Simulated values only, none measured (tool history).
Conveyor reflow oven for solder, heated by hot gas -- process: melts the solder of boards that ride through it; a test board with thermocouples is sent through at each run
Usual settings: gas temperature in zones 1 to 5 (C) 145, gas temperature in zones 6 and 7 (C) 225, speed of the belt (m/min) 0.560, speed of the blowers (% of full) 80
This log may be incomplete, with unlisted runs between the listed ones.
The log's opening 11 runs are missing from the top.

run     day  gas temperature in zones 1 to 5 (C)  gas temperature in zones 6 and 7 (C)  speed of the belt (m/min)  speed of the blowers (% of full)  hours of work since the flux was cleaned out  hours of work since the belt drive was overhauled  hours of work since the thermocouples were changed  highest temperature of the board (C)  time above the solder's melting point (s)
 12  33.671                                  145                                   225                      0.560                                80                                           122                                                555                                                 275                                214.19                                      57.36
 13  35.567                                  145                                   215                      0.560                                80                                           142                                                574                                                 295                                205.38                                      49.66
 14  37.583                                  145                                   223                      0.560                                80                                           163                                                595                                                 315                                212.60                                      55.81
 15  41.612                                  145                                   217                      0.560                                80                                           204                                                636                                                 357                                207.19                                      51.32
 16  44.350                                  145                                   225                      0.482                                80                                           232                                                664                                                 385                                217.43                                      70.63
 17  47.633                                  149                                   226                      0.493                                69                                           266                                                698                                                 418                                216.79                                      69.32
 18  50.033                                  149                                   226                      0.493                                69                                           290                                                722                                                 443                                216.55                                      69.38
 19  52.817                                  149                                   226                      0.493                                69                                           319                                                751                                                 471                                216.69                                      69.56
 20  56.988                                  149                                   226                      0.493                                69                                           361                                                794                                                 514                                216.87                                      69.25
 21  60.317                                  152                                   225                      0.560                                80                                           396                                                828                                                 548                                214.89                                      60.90
 22  63.529                                  133                                   229                      0.560                                80                                           428                                                861                                                 581                                215.31                                      53.74
 23  66.262                                  133                                   229                      0.649                                79                                           456                                                889                                                 609                                209.94                                      41.10
     69.579  -- flux residue cleaned out of gas plates and filters
 24  70.471                                  133                                   229                      0.649                                79                                             9                                                930                                                 650                                212.64                                      43.90
     74.550  -- thermocouples of zones 6 and 7 changed
 25  74.808                                  145                                   225                      0.560                                79                                            53                                                973                                                   3                                213.01                                      56.99
 26  77.425                                  145                                   229                      0.523                                80                                            80                                               1000                                                  29                                218.51                                      65.41
 27  80.917                                  149                                   224                      0.558                                80                                           115                                               1036                                                  65                                213.06                                      58.97
 28  83.404                                  135                                   224                      0.506                                75                                           141                                               1061                                                  91                                212.53                                      58.77
 29  85.429                                  143                                   231                      0.506                                75                                           162                                               1082                                                 111                                219.71                                      67.78
     85.900  -- belt drive overhauled, speed set with a stopwatch
 30  88.550                                  145                                   229                      0.563                                72                                           192                                                 27                                                 142                                214.56                                      56.24
 31  91.025                                  145                                   229                      0.563                                72                                           217                                                 53                                                 167                                214.41                                      56.36

3 ways to go on from here, each from the tool as it stands after run 31. What would each give?
  A  93.150                                  156                                   225                      0.563                                80                                           239                                                 74                                                 189                                     ?                                          ?
  B  93.150                                  135                                   215                      0.454                                80                                           239                                                 74                                                 189                                     ?                                          ?
  C  93.150                                  145                                   225                      0.499                                80                                           239                                                 74                                                 189                                     ?                                          ?

run  highest temperature of the board (C)  time above the solder's melting point (s)
  A                                214.63                                      61.75
  B                                207.18                                      61.21
  C                                215.52                                      65.87
With the hidden condition removed and each run's random variation left untouched, the same runs would have given:
run  highest temperature of the board (C)  time above the solder's melting point (s)
  A                                215.02                                      62.29
  B                                207.43                                      62.18
  C                                215.87                                      66.49
